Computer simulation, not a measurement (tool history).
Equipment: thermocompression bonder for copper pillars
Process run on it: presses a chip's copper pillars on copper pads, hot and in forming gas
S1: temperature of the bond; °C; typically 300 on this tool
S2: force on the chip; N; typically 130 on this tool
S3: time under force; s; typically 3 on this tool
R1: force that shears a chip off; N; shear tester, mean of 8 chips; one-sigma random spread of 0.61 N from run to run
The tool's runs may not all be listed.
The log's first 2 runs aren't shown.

run	hour	S1	S2	S3	R1
3	116.3	300	109	2	20.0
4	184.0	300	109	2	20.8
# hour 198.3: force cell calibrated
5	241.6	302	109	2	21.2
# hour 293.0: forming gas filter changed
6	318.0	302	109	2	23.2
7	383.2	300	130	3	31.9
8	439.6	280	130	3	24.7
9	512.0	280	130	3	22.7
10	554.6	280	130	3	23.5
11	597.9	300	144	3	35.2
# hour 639.8: force cell calibrated, once more
12	670.6	300	144	3	40.1
13	719.0	300	144	3	39.8
14	771.9	300	144	3	38.5
15	818.5	300	144	3	40.3
16	890.6	300	130	3	36.2
# hour 945.8: forming gas filter changed
17	945.8	272	130	3	24.1
18	986.2	300	130	3	38.0
19	1037.2	300	130	3	37.7
20	1111.8	300	130	3	37.6
21	1143.5	304	130	4	44.3
22	1180.7	304	130	4	43.3
23	1233.8	321	109	7	54.2
24	1266.1	300	176	5	60.7
25	1305.4	293	173	3	46.2

Run 26, settings as shown, results not yet in. Your forecast:
26	1354.9	301	160	2	?

R1: 41.1 N
With no hidden state in the tool, this same run would have given R1 39.3 N.
